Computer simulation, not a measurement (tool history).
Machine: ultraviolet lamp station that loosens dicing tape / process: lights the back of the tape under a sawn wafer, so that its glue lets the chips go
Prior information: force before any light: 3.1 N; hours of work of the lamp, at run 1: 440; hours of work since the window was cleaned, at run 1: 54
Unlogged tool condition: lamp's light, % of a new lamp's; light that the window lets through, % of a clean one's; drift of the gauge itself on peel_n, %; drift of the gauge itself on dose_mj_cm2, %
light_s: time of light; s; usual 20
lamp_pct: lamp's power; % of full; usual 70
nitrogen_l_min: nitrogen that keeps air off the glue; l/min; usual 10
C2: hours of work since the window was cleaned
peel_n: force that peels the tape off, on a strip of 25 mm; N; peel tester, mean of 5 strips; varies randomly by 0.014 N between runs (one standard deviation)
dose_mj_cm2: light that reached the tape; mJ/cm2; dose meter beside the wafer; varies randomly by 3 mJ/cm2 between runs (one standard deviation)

run 1 hour=0.0 | light_s=20 lamp_pct=70 nitrogen_l_min=10 | hours_of_work_of_the_lamp=440 C2=54 | peel_n=0.802 dose_mj_cm2=368
run 2 hour=12.9 | light_s=20 lamp_pct=70 nitrogen_l_min=5 | hours_of_work_of_the_lamp=450 C2=63 | peel_n=1.089 dose_mj_cm2=364
run 3 hour=38.2 | light_s=20 lamp_pct=70 nitrogen_l_min=3 | hours_of_work_of_the_lamp=468 C2=82 | peel_n=1.353 dose_mj_cm2=364
run 4 hour=57.8 | light_s=20 lamp_pct=70 nitrogen_l_min=10 | hours_of_work_of_the_lamp=483 C2=96 | peel_n=0.865 dose_mj_cm2=354
run 5 hour=82.3 | light_s=20 lamp_pct=70 nitrogen_l_min=10 | hours_of_work_of_the_lamp=501 C2=114 | peel_n=0.914 dose_mj_cm2=345
run 6 hour=96.9 | light_s=13 lamp_pct=70 nitrogen_l_min=10 | hours_of_work_of_the_lamp=512 C2=125 | peel_n=1.382 dose_mj_cm2=223
run 7 hour=115.2 | light_s=13 lamp_pct=62 nitrogen_l_min=10 | hours_of_work_of_the_lamp=525 C2=139 | peel_n=1.526 dose_mj_cm2=199
run 8 hour=133.9 | light_s=20 lamp_pct=70 nitrogen_l_min=10 | hours_of_work_of_the_lamp=539 C2=152 | peel_n=0.909 dose_mj_cm2=334
run 9 hour=153.3 | light_s=20 lamp_pct=71 nitrogen_l_min=10 | hours_of_work_of_the_lamp=553 C2=167 | peel_n=0.916 dose_mj_cm2=334
run 10 hour=174.4 | light_s=20 lamp_pct=70 nitrogen_l_min=10 | hours_of_work_of_the_lamp=569 C2=182 | peel_n=0.903 dose_mj_cm2=322
run 11 hour=195.6 | light_s=20 lamp_pct=70 nitrogen_l_min=10 | hours_of_work_of_the_lamp=585 C2=198 | peel_n=0.989 dose_mj_cm2=313
run 12 hour=220.9 | light_s=20 lamp_pct=70 nitrogen_l_min=10 | hours_of_work_of_the_lamp=603 C2=217 | peel_n=0.964 dose_mj_cm2=310
-- hour=227.3 window cleaned of glue's vapour
run 13 hour=234.1 | light_s=20 lamp_pct=70 nitrogen_l_min=10 | hours_of_work_of_the_lamp=613 C2=5 | peel_n=0.872 dose_mj_cm2=349
run 14 hour=246.4 | light_s=20 lamp_pct=70 nitrogen_l_min=10 | hours_of_work_of_the_lamp=622 C2=14 | peel_n=0.874 dose_mj_cm2=342
run 15 hour=267.8 | light_s=20 lamp_pct=70 nitrogen_l_min=10 | hours_of_work_of_the_lamp=637 C2=30 | peel_n=0.968 dose_mj_cm2=335
run 16 hour=287.9 | light_s=20 lamp_pct=70 nitrogen_l_min=10 | hours_of_work_of_the_lamp=652 C2=45 | peel_n=0.899 dose_mj_cm2=336
run 17 hour=299.7 | light_s=20 lamp_pct=70 nitrogen_l_min=10 | hours_of_work_of_the_lamp=661 C2=53 | peel_n=0.964 dose_mj_cm2=332
run 18 hour=326.2 | light_s=20 lamp_pct=70 nitrogen_l_min=10 | hours_of_work_of_the_lamp=680 C2=73 | peel_n=0.955 dose_mj_cm2=321
run 19 hour=340.5 | light_s=20 lamp_pct=70 nitrogen_l_min=4 | hours_of_work_of_the_lamp=691 C2=83 | peel_n=1.322 dose_mj_cm2=316
run 20 hour=368.0 | light_s=20 lamp_pct=70 nitrogen_l_min=4 | hours_of_work_of_the_lamp=711 C2=104 | peel_n=1.403 dose_mj_cm2=307
run 21 hour=381.6 | light_s=20 lamp_pct=70 nitrogen_l_min=4 | hours_of_work_of_the_lamp=721 C2=114 | peel_n=1.428 dose_mj_cm2=309
run 22 hour=404.6 | light_s=20 lamp_pct=70 nitrogen_l_min=4 | hours_of_work_of_the_lamp=738 C2=131 | peel_n=1.406 dose_mj_cm2=296
run 23 hour=425.8 | light_s=12 lamp_pct=61 nitrogen_l_min=8 | hours_of_work_of_the_lamp=754 C2=146 | peel_n=1.835 dose_mj_cm2=154
-- hour=434.5 lamp changed
run 24 hour=439.0 | light_s=12 lamp_pct=61 nitrogen_l_min=8 | hours_of_work_of_the_lamp=3 C2=155 | peel_n=1.422 dose_mj_cm2=219
run 25 hour=465.6 | light_s=35 lamp_pct=75 nitrogen_l_min=7 | hours_of_work_of_the_lamp=23 C2=175 | peel_n=0.409 dose_mj_cm2=764
run 26 hour=492.8 | light_s=12 lamp_pct=77 nitrogen_l_min=6 | hours_of_work_of_the_lamp=43 C2=195 | peel_n=1.410 dose_mj_cm2=264
run 27 hour=517.9 | light_s=19 lamp_pct=96 nitrogen_l_min=3 | hours_of_work_of_the_lamp=62 C2=214 | peel_n=0.965 dose_mj_cm2=516
-- hour=528.5 window cleaned of glue's vapour
run 28 hour=543.0 | light_s=14 lamp_pct=70 nitrogen_l_min=4 | hours_of_work_of_the_lamp=80 C2=11 | peel_n=1.405 dose_mj_cm2=310
run 29 hour=570.3 | light_s=14 lamp_pct=70 nitrogen_l_min=4 | hours_of_work_of_the_lamp=100 C2=31 | peel_n=1.396 dose_mj_cm2=302
run 30 hour=594.1 | light_s=14 lamp_pct=70 nitrogen_l_min=4 | hours_of_work_of_the_lamp=117 C2=48 | peel_n=1.432 dose_mj_cm2=296
run 31 hour=620.8 | light_s=14 lamp_pct=70 nitrogen_l_min=4 | hours_of_work_of_the_lamp=137 C2=68 | peel_n=1.442 dose_mj_cm2=290
run 32 hour=639.2 | light_s=10 lamp_pct=96 nitrogen_l_min=10 | hours_of_work_of_the_lamp=151 C2=82 | peel_n=1.095 dose_mj_cm2=281
run 33 hour=656.5 | light_s=13 lamp_pct=96 nitrogen_l_min=10 | hours_of_work_of_the_lamp=163 C2=94 | peel_n=0.841 dose_mj_cm2=360
run 34 hour=672.7 | light_s=26 lamp_pct=63 nitrogen_l_min=11 | hours_of_work_of_the_lamp=175 C2=106 | peel_n=0.587 dose_mj_cm2=467
run 35 hour=689.5 | light_s=20 lamp_pct=63 nitrogen_l_min=10 | hours_of_work_of_the_lamp=188 C2=119 | peel_n=0.888 dose_mj_cm2=353
run 36 hour=710.1 | light_s=38 lamp_pct=88 nitrogen_l_min=4 | hours_of_work_of_the_lamp=203 C2=134 | peel_n=0.423 dose_mj_cm2=928
run 37 hour=727.4 | light_s=36 lamp_pct=82 nitrogen_l_min=5 | hours_of_work_of_the_lamp=216 C2=147 | peel_n=0.427 dose_mj_cm2=817
run 38 hour=742.8 | light_s=36 lamp_pct=63 nitrogen_l_min=4 | hours_of_work_of_the_lamp=227 C2=158 | peel_n=0.686 dose_mj_cm2=612
run 39 hour=763.9 | light_s=36 lamp_pct=93 nitrogen_l_min=4 | hours_of_work_of_the_lamp=243 C2=174 | peel_n=0.444 dose_mj_cm2=892
run 40 hour=782.3 | light_s=18 lamp_pct=77 nitrogen_l_min=4 | hours_of_work_of_the_lamp=256 C2=187 | peel_n=1.206 dose_mj_cm2=359
run 41 hour=800.5 | light_s=20 lamp_pct=62 nitrogen_l_min=10 | hours_of_work_of_the_lamp=270 C2=201 | peel_n=0.933 dose_mj_cm2=326
run 42 hour=814.7 | light_s=20 lamp_pct=62 nitrogen_l_min=10 | hours_of_work_of_the_lamp=280 C2=211 | peel_n=0.963 dose_mj_cm2=320
-- hour=829.2 window cleaned of glue's vapour
run 43 hour=830.8 | light_s=20 lamp_pct=62 nitrogen_l_min=10 | hours_of_work_of_the_lamp=292 C2=1 | peel_n=0.848 dose_mj_cm2=355

4 options for the next run, each taken on its own from the tool as it stands now. Forecast them:
run A hour=856.9 | light_s=35 lamp_pct=99 nitrogen_l_min=10 | hours_of_work_of_the_lamp=311 C2=20 | peel_n=? dose_mj_cm2=?
run B hour=856.9 | light_s=20 lamp_pct=70 nitrogen_l_min=5 | hours_of_work_of_the_lamp=311 C2=20 | peel_n=? dose_mj_cm2=?
run C hour=856.9 | light_s=28 lamp_pct=92 nitrogen_l_min=3 | hours_of_work_of_the_lamp=311 C2=20 | peel_n=? dose_mj_cm2=?
run D hour=856.9 | light_s=20 lamp_pct=65 nitrogen_l_min=10 | hours_of_work_of_the_lamp=311 C2=20 | peel_n=? dose_mj_cm2=?

run=A peel_n=0.277 dose_mj_cm2=972
run=B peel_n=1.007 dose_mj_cm2=389
run=C peel_n=0.657 dose_mj_cm2=721
run=D peel_n=0.825 dose_mj_cm2=368
What these runs would have given with no unlogged condition in the tool:
run=A peel_n=0.256 dose_mj_cm2=1130
run=B peel_n=0.862 dose_mj_cm2=453
run=C peel_n=0.545 dose_mj_cm2=838
run=D peel_n=0.693 dose_mj_cm2=428
